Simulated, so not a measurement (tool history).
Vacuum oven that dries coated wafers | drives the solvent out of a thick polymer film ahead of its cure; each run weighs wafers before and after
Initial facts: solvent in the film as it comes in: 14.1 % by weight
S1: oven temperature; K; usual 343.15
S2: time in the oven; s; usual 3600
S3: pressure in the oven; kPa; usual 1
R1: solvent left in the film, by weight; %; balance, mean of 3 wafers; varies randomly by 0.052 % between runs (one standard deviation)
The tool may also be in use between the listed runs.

run 1 day=0 | S1=343.15 S2=3600 S3=1 | R1=1.48
run 2 day=0.712 | S1=343.15 S2=3600 S3=1 | R1=1.36
run 3 day=1.588 | S1=343.15 S2=3600 S3=1.13 | R1=1.45
run 4 day=2.079 | S1=343.15 S2=3600 S3=1.13 | R1=1.59
run 5 day=3.108 | S1=343.15 S2=3600 S3=1.13 | R1=1.5
run 6 day=3.683 | S1=343.15 S2=3600 S3=1 | R1=1.39
-- day=3.842 oven's thermocouples calibrated
run 7 day=4.204 | S1=343.15 S2=3420 S3=1 | R1=1.47
run 8 day=5.175 | S1=349.15 S2=3600 S3=1.6 | R1=1.31
run 9 day=5.921 | S1=343.15 S2=3600 S3=2.13 | R1=2.19
run 10 day=6.629 | S1=343.15 S2=3600 S3=2.13 | R1=2.25
run 11 day=7.242 | S1=330.15 S2=2160 S3=1 | R1=5.4
run 12 day=7.867 | S1=335.15 S2=2220 S3=2.19 | R1=5.41
run 13 day=8.383 | S1=335.15 S2=2220 S3=2.19 | R1=5.24
-- day=8.975 oven's thermocouples calibrated, once more
run 14 day=9.154 | S1=341.15 S2=1800 S3=1.7 | R1=4.44

What if the next run were any one of these 5? Each begins from the tool's condition after run 14:
run A day=9.633 | S1=340.15 S2=3960 S3=1 | R1=?
run B day=9.633 | S1=335.15 S2=4440 S3=1 | R1=?
run C day=9.633 | S1=343.15 S2=4320 S3=1.96 | R1=?
run D day=9.633 | S1=341.15 S2=2100 S3=0.51 | R1=?
run E day=9.633 | S1=329.15 S2=1800 S3=3.52 | R1=?

run=A R1=1.8
run=B R1=2.42
run=C R1=2.19
run=D R1=3.07
run=E R1=9.23
Without the tool's unlogged condition, the same runs would have read:
run=A R1=1.68
run=B R1=2.28
run=C R1=2.08
run=D R1=2.96
run=E R1=9.09
